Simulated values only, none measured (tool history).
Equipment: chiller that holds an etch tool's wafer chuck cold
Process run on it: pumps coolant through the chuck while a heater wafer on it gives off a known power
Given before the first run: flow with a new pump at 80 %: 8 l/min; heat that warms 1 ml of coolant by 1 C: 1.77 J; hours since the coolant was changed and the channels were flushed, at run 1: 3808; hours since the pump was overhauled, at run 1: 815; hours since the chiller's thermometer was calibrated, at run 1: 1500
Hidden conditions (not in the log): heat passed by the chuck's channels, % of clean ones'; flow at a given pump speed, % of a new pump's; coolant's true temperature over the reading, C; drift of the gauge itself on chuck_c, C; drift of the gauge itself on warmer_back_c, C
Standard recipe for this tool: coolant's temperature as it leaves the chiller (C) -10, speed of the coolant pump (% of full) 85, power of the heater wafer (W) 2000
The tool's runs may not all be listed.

run    hour  coolant's temperature as it leaves the chiller (C)  speed of the coolant pump (% of full)  power of the heater wafer (W)  hours since the coolant was changed and the channels were flushed  hours since the pump was overhauled  hours since the chiller's thermometer was calibrated  chuck's temperature once it has settled (C)  how much warmer the coolant comes back (C)
  1       0                                                 -10                                     85                           2000                                                               3808                                  815                                                  1500                                            5                                        8.04
  2    20.8                                                 -10                                     88                           2000                                                               3829                                  836                                                  1521                                          4.5                                        7.82
  3    55.6                                                 -10                                     88                           2000                                                               3864                                  871                                                  1555                                          4.5                                        7.75
  4    88.2                                                 -16                                     85                           2000                                                               3897                                  903                                                  1588                                         -1.1                                        8.06
  5   121.4                                                 -16                                     85                           2000                                                               3930                                  936                                                  1621                                         -1.1                                        8.05
  6   154.4                                                 -16                                     85                           2000                                                               3963                                  969                                                  1654                                           -1                                        8.06
  7   183.9                                                  -2                                     85                           2000                                                               3992                                  999                                                  1684                                           13                                        8.09
  8     211                                                 -14                                     85                           2000                                                               4019                                 1026                                                  1711                                          0.9                                        8.08
  9   240.6                                                 -14                                     85                           2175                                                               4049                                 1056                                                  1740                                          2.2                                        8.78
 10   290.2                                                 -14                                     85                           2175                                                               4099                                 1105                                                  1790                                          2.3                                         8.8
 11   330.9                                                 -14                                     85                           2175                                                               4139                                 1146                                                  1831                                          2.5                                         8.8
 12     357                                                 -14                                     85                           2175                                                               4165                                 1172                                                  1857                                          2.4                                        8.81
 13   390.7                                                 -14                                     85                           2175                                                               4199                                 1206                                                  1890                                          2.5                                         8.8
 14   432.8                                                 -14                                     85                           2175                                                               4241                                 1248                                                  1933                                          2.5                                         8.8
 15   476.5                                                 -14                                     85                           2175                                                               4285                                 1292                                                  1976                                          2.3                                        8.79
 16   516.5                                                 -14                                     85                           2175                                                               4325                                 1331                                                  2016                                          2.4                                        8.81
 17   553.1                                                  -7                                     77                           1060                                                               4361                                 1368                                                  2053                                          1.6                                        4.74
 18   579.2                                                  -7                                     74                           2749                                                               4388                                 1394                                                  2079                                         16.2                                       12.85
 19   626.7                                                 -15                                     85                           2000                                                               4435                                 1442                                                  2126                                            0                                        8.13
 20     668                                                  -8                                     67                           2000                                                               4476                                 1483                                                  2168                                         10.4                                       10.39
 21   700.5                                                 -13                                     92                           2059                                                               4509                                 1516                                                  2200                                          1.5                                        7.75
 22   732.7                                                 -13                                     97                           2059                                                               4541                                 1548                                                  2232                                          0.9                                         7.3
 23   777.7                                                  -2                                     88                           1150                                                               4586                                 1593                                                  2277                                          6.2                                        4.53
 24   823.7                                                  -2                                     88                           1150                                                               4632                                 1639                                                  2323                                          6.3                                        4.51
 25   869.7                                                 -18                                     60                           1628                                                               4678                                 1685                                                  2369                                         -1.7                                        9.49
 26   900.1                                                 -18                                     60                           1628                                                               4709                                 1715                                                  2400                                         -1.5                                        9.41
 27   941.1                                                 -18                                     60                           1628                                                               4750                                 1756                                                  2441                                         -1.5                                        9.48
 28   976.8                                                 -18                                     60                           1628                                                               4785                                 1792                                                  2477                                         -1.4                                        9.48
 29    1003                                                 -10                                     60                           1899                                                               4811                                 1818                                                  2503                                          9.5                                       11.08
 30  1051.9                                                 -16                                     85                           2000                                                               4860                                 1867                                                  2552                                         -0.6                                         8.2
 31  1073.2                                                 -19                                     87                           2171                                                               4882                                 1888                                                  2573                                         -2.9                                        8.68
 32  1096.5                                                 -19                                     87                           2171                                                               4905                                 1912                                                  2596                                         -2.7                                        8.72

Pick out some run-to-run changes in chuck's temperature once it has settled (C). Of each, how much would a tool without hidden state show as well, from the settings, what came in and chance, and how much is left for the hidden state and any gauge scatter not in both results compared?
Run 6 -> 7: coolant's temperature as it leaves the chiller (C) -16 -> -2. chuck's temperature once it has settled (C) +14: hidden state -0.1, all else +14.1.
Run 17 -> 18: speed of the coolant pump (% of full) 77 -> 74, power of the heater wafer (W) 1060 -> 2749. chuck's temperature once it has settled (C) +14.6: hidden state +1.1, all else +13.5.
Run 18 -> 19: coolant's temperature as it leaves the chiller (C) -7 -> -15, speed of the coolant pump (% of full) 74 -> 85, power of the heater wafer (W) 2749 -> 2000. chuck's temperature once it has settled (C) -16.2: hidden state -0.6, all else -15.6.
Run 24 -> 25: coolant's temperature as it leaves the chiller (C) -2 -> -18, speed of the coolant pump (% of full) 88 -> 60, power of the heater wafer (W) 1150 -> 1628. chuck's temperature once it has settled (C) -8: hidden state +0.6, all else -8.6.
